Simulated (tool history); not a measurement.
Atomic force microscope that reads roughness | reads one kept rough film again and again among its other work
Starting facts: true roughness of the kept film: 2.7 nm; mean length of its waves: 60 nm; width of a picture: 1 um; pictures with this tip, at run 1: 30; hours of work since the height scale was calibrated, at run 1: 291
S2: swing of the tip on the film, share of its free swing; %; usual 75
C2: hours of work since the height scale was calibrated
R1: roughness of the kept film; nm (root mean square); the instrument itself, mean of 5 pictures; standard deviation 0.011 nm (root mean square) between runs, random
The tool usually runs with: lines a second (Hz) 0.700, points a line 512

{"run": 1, "hour": 0.0, "lines a second (Hz)": 0.7, "S2": 75, "points a line": 512, "pictures with this tip": 30, "C2": 291, "R1": 2.528}
{"run": 2, "hour": 39.3, "lines a second (Hz)": 0.7, "S2": 75, "points a line": 512, "pictures with this tip": 82, "C2": 309, "R1": 2.543}
{"run": 3, "hour": 99.0, "lines a second (Hz)": 0.7, "S2": 75, "points a line": 512, "pictures with this tip": 162, "C2": 338, "R1": 2.547}
{"run": 4, "hour": 150.9, "lines a second (Hz)": 0.7, "S2": 75, "points a line": 257, "pictures with this tip": 231, "C2": 362, "R1": 2.541}
{"run": 5, "hour": 221.8, "lines a second (Hz)": 0.7, "S2": 75, "points a line": 257, "pictures with this tip": 326, "C2": 396, "R1": 2.517}
{"hour": 265.1, "done": "new tip fitted"}
{"run": 6, "hour": 287.0, "lines a second (Hz)": 0.7, "S2": 75, "points a line": 257, "pictures with this tip": 29, "C2": 427, "R1": 2.548}
{"run": 7, "hour": 335.2, "lines a second (Hz)": 2.74, "S2": 75, "points a line": 512, "pictures with this tip": 93, "C2": 450, "R1": 2.256}
{"run": 8, "hour": 374.3, "lines a second (Hz)": 2.74, "S2": 75, "points a line": 512, "pictures with this tip": 145, "C2": 469, "R1": 2.255}
{"run": 9, "hour": 431.3, "lines a second (Hz)": 2.74, "S2": 58, "points a line": 512, "pictures with this tip": 221, "C2": 496, "R1": 2.482}
{"run": 10, "hour": 482.8, "lines a second (Hz)": 0.7, "S2": 75, "points a line": 512, "pictures with this tip": 290, "C2": 520, "R1": 2.552}
{"run": 11, "hour": 526.4, "lines a second (Hz)": 1.31, "S2": 75, "points a line": 512, "pictures with this tip": 348, "C2": 541, "R1": 2.436}
{"hour": 555.1, "done": "new tip fitted"}
{"run": 12, "hour": 589.0, "lines a second (Hz)": 0.7, "S2": 75, "points a line": 512, "pictures with this tip": 45, "C2": 571, "R1": 2.546}
{"run": 13, "hour": 625.1, "lines a second (Hz)": 0.7, "S2": 75, "points a line": 512, "pictures with this tip": 93, "C2": 588, "R1": 2.546}
{"run": 14, "hour": 655.8, "lines a second (Hz)": 0.7, "S2": 75, "points a line": 512, "pictures with this tip": 134, "C2": 603, "R1": 2.551}
{"run": 15, "hour": 708.1, "lines a second (Hz)": 0.7, "S2": 75, "points a line": 512, "pictures with this tip": 204, "C2": 627, "R1": 2.533}
{"run": 16, "hour": 749.4, "lines a second (Hz)": 0.7, "S2": 75, "points a line": 512, "pictures with this tip": 259, "C2": 647, "R1": 2.527}
{"run": 17, "hour": 803.2, "lines a second (Hz)": 0.7, "S2": 75, "points a line": 512, "pictures with this tip": 331, "C2": 673, "R1": 2.512}
{"hour": 845.8, "done": "new tip fitted"}
{"run": 18, "hour": 860.0, "lines a second (Hz)": 0.7, "S2": 75, "points a line": 512, "pictures with this tip": 19, "C2": 700, "R1": 2.554}
{"run": 19, "hour": 909.7, "lines a second (Hz)": 0.7, "S2": 75, "points a line": 512, "pictures with this tip": 85, "C2": 723, "R1": 2.527}
{"run": 20, "hour": 952.8, "lines a second (Hz)": 0.7, "S2": 75, "points a line": 684, "pictures with this tip": 143, "C2": 744, "R1": 2.546}
{"run": 21, "hour": 1024.1, "lines a second (Hz)": 0.7, "S2": 75, "points a line": 512, "pictures with this tip": 238, "C2": 778, "R1": 2.542}
{"run": 22, "hour": 1080.8, "lines a second (Hz)": 0.972, "S2": 75, "points a line": 512, "pictures with this tip": 313, "C2": 805, "R1": 2.505}
{"run": 23, "hour": 1112.7, "lines a second (Hz)": 0.972, "S2": 75, "points a line": 512, "pictures with this tip": 356, "C2": 820, "R1": 2.484}
{"hour": 1139.1, "done": "new tip fitted"}
{"run": 24, "hour": 1164.9, "lines a second (Hz)": 0.7, "S2": 75, "points a line": 512, "pictures with this tip": 35, "C2": 845, "R1": 2.542}
{"run": 25, "hour": 1216.8, "lines a second (Hz)": 0.7, "S2": 75, "points a line": 512, "pictures with this tip": 104, "C2": 869, "R1": 2.546}
{"run": 26, "hour": 1286.6, "lines a second (Hz)": 3.092, "S2": 75, "points a line": 512, "pictures with this tip": 197, "C2": 903, "R1": 2.215}
{"run": 27, "hour": 1326.6, "lines a second (Hz)": 0.7, "S2": 75, "points a line": 566, "pictures with this tip": 251, "C2": 922, "R1": 2.529}
{"run": 28, "hour": 1391.5, "lines a second (Hz)": 1.697, "S2": 80, "points a line": 883, "pictures with this tip": 337, "C2": 953, "R1": 2.318}
{"run": 29, "hour": 1425.4, "lines a second (Hz)": 3.066, "S2": 75, "points a line": 392, "pictures with this tip": 382, "C2": 969, "R1": 2.204}
{"hour": 1430.5, "done": "new tip fitted"}
{"run": 30, "hour": 1457.4, "lines a second (Hz)": 0.7, "S2": 75, "points a line": 563, "pictures with this tip": 36, "C2": 984, "R1": 2.547}
{"run": 31, "hour": 1491.6, "lines a second (Hz)": 1.946, "S2": 68, "points a line": 563, "pictures with this tip": 82, "C2": 1000, "R1": 2.437}
{"run": 32, "hour": 1545.9, "lines a second (Hz)": 1.005, "S2": 61, "points a line": 502, "pictures with this tip": 154, "C2": 1026, "R1": 2.569}
{"run": 33, "hour": 1582.7, "lines a second (Hz)": 1.005, "S2": 61, "points a line": 502, "pictures with this tip": 204, "C2": 1043, "R1": 2.57}
{"run": 34, "hour": 1649.8, "lines a second (Hz)": 1.005, "S2": 61, "points a line": 502, "pictures with this tip": 293, "C2": 1075, "R1": 2.572}
{"run": 35, "hour": 1702.5, "lines a second (Hz)": 3.923, "S2": 61, "points a line": 458, "pictures with this tip": 363, "C2": 1101, "R1": 2.371}
{"hour": 1718.0, "done": "new tip fitted"}
{"run": 36, "hour": 1769.8, "lines a second (Hz)": 2.563, "S2": 75, "points a line": 509, "pictures with this tip": 69, "C2": 1132, "R1": 2.263}
{"run": 37, "hour": 1803.0, "lines a second (Hz)": 0.602, "S2": 85, "points a line": 261, "pictures with this tip": 114, "C2": 1148, "R1": 2.494}
{"run": 38, "hour": 1847.1, "lines a second (Hz)": 1.079, "S2": 87, "points a line": 261, "pictures with this tip": 173, "C2": 1169, "R1": 2.348}
{"run": 39, "hour": 1917.2, "lines a second (Hz)": 1.756, "S2": 87, "points a line": 633, "pictures with this tip": 266, "C2": 1203, "R1": 2.181}
{"run": 40, "hour": 1985.4, "lines a second (Hz)": 2.868, "S2": 87, "points a line": 406, "pictures with this tip": 357, "C2": 1235, "R1": 1.983}
{"hour": 2008.0, "done": "new tip fitted"}
{"run": 41, "hour": 2026.5, "lines a second (Hz)": 2.868, "S2": 87, "points a line": 406, "pictures with this tip": 25, "C2": 1254, "R1": 1.981}
{"run": 42, "hour": 2076.0, "lines a second (Hz)": 2.586, "S2": 61, "points a line": 409, "pictures with this tip": 91, "C2": 1278, "R1": 2.464}
{"run": 43, "hour": 2131.4, "lines a second (Hz)": 0.674, "S2": 60, "points a line": 839, "pictures with this tip": 165, "C2": 1304, "R1": 2.612}
{"run": 44, "hour": 2174.6, "lines a second (Hz)": 0.691, "S2": 68, "points a line": 411, "pictures with this tip": 223, "C2": 1325, "R1": 2.583}
{"run": 45, "hour": 2213.4, "lines a second (Hz)": 0.945, "S2": 57, "points a line": 411, "pictures with this tip": 274, "C2": 1343, "R1": 2.591}
{"run": 46, "hour": 2261.4, "lines a second (Hz)": 0.954, "S2": 75, "points a line": 512, "pictures with this tip": 338, "C2": 1366, "R1": 2.502}
{"hour": 2296.6, "done": "new tip fitted"}
{"run": 47, "hour": 2298.7, "lines a second (Hz)": 0.7, "S2": 75, "points a line": 328, "pictures with this tip": 3, "C2": 1384, "R1": 2.536}
{"run": 48, "hour": 2351.1, "lines a second (Hz)": 3.73, "S2": 58, "points a line": 328, "pictures with this tip": 72, "C2": 1409, "R1": 2.442}
{"run": 49, "hour": 2415.4, "lines a second (Hz)": 1.686, "S2": 73, "points a line": 537, "pictures with this tip": 158, "C2": 1440, "R1": 2.422}
{"run": 50, "hour": 2464.2, "lines a second (Hz)": 1.686, "S2": 73, "points a line": 537, "pictures with this tip": 223, "C2": 1463, "R1": 2.425}
{"run": 51, "hour": 2510.4, "lines a second (Hz)": 1.676, "S2": 63, "points a line": 512, "pictures with this tip": 285, "C2": 1485, "R1": 2.514}

Here are 3 independent what-if runs from the current tool condition. What would each one return?
{"run": "A", "hour": 2548.2, "lines a second (Hz)": 1.676, "S2": 56, "points a line": 512, "pictures with this tip": 335, "C2": 1503, "R1": "?"}
{"run": "B", "hour": 2548.2, "lines a second (Hz)": 1.328, "S2": 80, "points a line": 394, "pictures with this tip": 335, "C2": 1503, "R1": "?"}
{"run": "C", "hour": 2548.2, "lines a second (Hz)": 1.196, "S2": 75, "points a line": 274, "pictures with this tip": 335, "C2": 1503, "R1": "?"}

run=A R1=2.553
run=B R1=2.386
run=C R1=2.457
Had the tool no hidden state, the same runs would have come out as:
run=A R1=2.562
run=B R1=2.394
run=C R1=2.465

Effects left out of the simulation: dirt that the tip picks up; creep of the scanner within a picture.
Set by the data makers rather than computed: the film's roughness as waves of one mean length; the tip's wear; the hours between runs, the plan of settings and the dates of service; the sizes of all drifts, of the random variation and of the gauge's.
